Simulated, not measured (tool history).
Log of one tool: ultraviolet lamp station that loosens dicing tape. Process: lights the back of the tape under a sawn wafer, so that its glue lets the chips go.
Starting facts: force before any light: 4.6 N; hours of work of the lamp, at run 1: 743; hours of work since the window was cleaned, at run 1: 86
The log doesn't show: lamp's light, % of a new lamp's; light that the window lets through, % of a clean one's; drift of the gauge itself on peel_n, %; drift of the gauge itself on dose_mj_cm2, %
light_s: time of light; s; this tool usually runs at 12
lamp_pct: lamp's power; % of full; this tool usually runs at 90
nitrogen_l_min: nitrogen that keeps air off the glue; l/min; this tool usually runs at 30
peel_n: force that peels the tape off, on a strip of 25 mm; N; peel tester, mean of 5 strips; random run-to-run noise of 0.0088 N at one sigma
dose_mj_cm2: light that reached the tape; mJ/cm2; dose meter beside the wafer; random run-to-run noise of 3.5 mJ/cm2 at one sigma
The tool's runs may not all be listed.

run   hour  light_s  lamp_pct  nitrogen_l_min  hours of work of the lamp  hours of work since the window was cleaned  peel_n  dose_mj_cm2
  1      0       12        90              30                        743                                          86   0.736          396
  2   32.9       12        90              30                        757                                         100   0.753          386
  3   74.3       12        90              30                        775                                         118   0.784          393
  4    102       10        90              30                        787                                         130   1.015          324
  5  139.9       17        90              30                        804                                         146   0.419          539
  6  187.9       17        60              30                        825                                         167     0.9          353
  7    231       17        60              30                        843                                         186   0.924          355
  8  274.5       17        60              54                        862                                         204   0.792          342
  9  302.5       17        60              54                        874                                         216   0.792          342
 10  330.2       17        60              54                        886                                         228   0.786          337
 11  361.7       17        60              54                        900                                         242   0.822          342
 12  407.4       17        60              54                        919                                         262   0.832          328
 13    447       16        90              30                        937                                         279   0.583          460
 14  483.7        8        86              30                        953                                         295   1.617          216
 15  532.7       12        71              30                        974                                         316   1.358          264
 16  578.4       15        70              14                        993                                         336   1.355          321
     582.8  -- window cleaned of glue's vapour
 17  619.1       12        90              19                       1011                                          16    1.29          312
 18  645.1       12        65              11                       1022                                          27   2.074          220
     687.5  -- window cleaned of glue's vapour, once more
 19  687.5       18        62              41                       1040                                           0   0.862          351
 20  734.8       14        95              30                       1061                                          20   0.708          413

For run 21, what comes out?
 21  773.6        6        90              23                       1077                                          37       ?            ?

{"run 21": {"peel_n": 2.251, "dose_mj_cm2": 164}}
Minus the tool's unlogged condition, the same run would have read peel_n 1.326 N, dose_mj_cm2 286 mJ/cm2.
